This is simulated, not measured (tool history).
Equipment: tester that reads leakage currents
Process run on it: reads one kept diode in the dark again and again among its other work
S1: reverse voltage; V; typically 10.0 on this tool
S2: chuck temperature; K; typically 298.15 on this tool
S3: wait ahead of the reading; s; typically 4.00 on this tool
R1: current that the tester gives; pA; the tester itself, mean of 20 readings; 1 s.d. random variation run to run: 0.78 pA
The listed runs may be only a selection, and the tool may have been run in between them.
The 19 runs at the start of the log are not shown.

Run 20, hour 1060.1: usual settings but S2 327.15 K. Result: R1 3587.53 pA.
Run 21, hour 1100.2: usual settings but S1 5.1 V, S2 316.15 K, S3 1.45 s. Result: R1 1099.42 pA.
Run 22, hour 1144.0: usual settings but S1 4.1 V, S2 311.15 K, S3 0.97 s. Result: R1 653.42 pA.
Run 23, hour 1213.6: usual settings but S1 4.1 V, S2 311.15 K, S3 0.97 s. Result: R1 657.78 pA.
Run 24, hour 1267.5: usual settings but S1 4.1 V, S2 311.15 K, S3 0.97 s. Result: R1 662.00 pA.
Run 25, hour 1322.0: usual settings but S1 8.1 V, S2 306.15 K, S3 1.36 s. Result: R1 557.17 pA.
Run 26, hour 1386.1: usual settings but S1 1.5 V, S2 309.15 K. Result: R1 373.88 pA.
Run 27, hour 1431.5: usual settings but S1 1.5 V, S2 314.15 K, S3 0.76 s. Result: R1 583.61 pA.
Run 28, hour 1494.5: usual settings but S1 1.5 V, S2 314.15 K, S3 0.76 s. Result: R1 587.63 pA.
Run 29, hour 1537.8: usual settings but S1 2.1 V. Result: R1 156.70 pA.
Run 30, hour 1589.3: usual settings but S1 2.1 V. Result: R1 157.72 pA.

Run 31 comes next. What will it give?
Run 31, hour 1628.5: usual settings but S1 2.1 V. Result: R1 ?.

{"run 31": {"R1": 158.62}}
Were there no unlogged condition in the tool, this run, its random variation unchanged, would have produced R1 139.81 pA.

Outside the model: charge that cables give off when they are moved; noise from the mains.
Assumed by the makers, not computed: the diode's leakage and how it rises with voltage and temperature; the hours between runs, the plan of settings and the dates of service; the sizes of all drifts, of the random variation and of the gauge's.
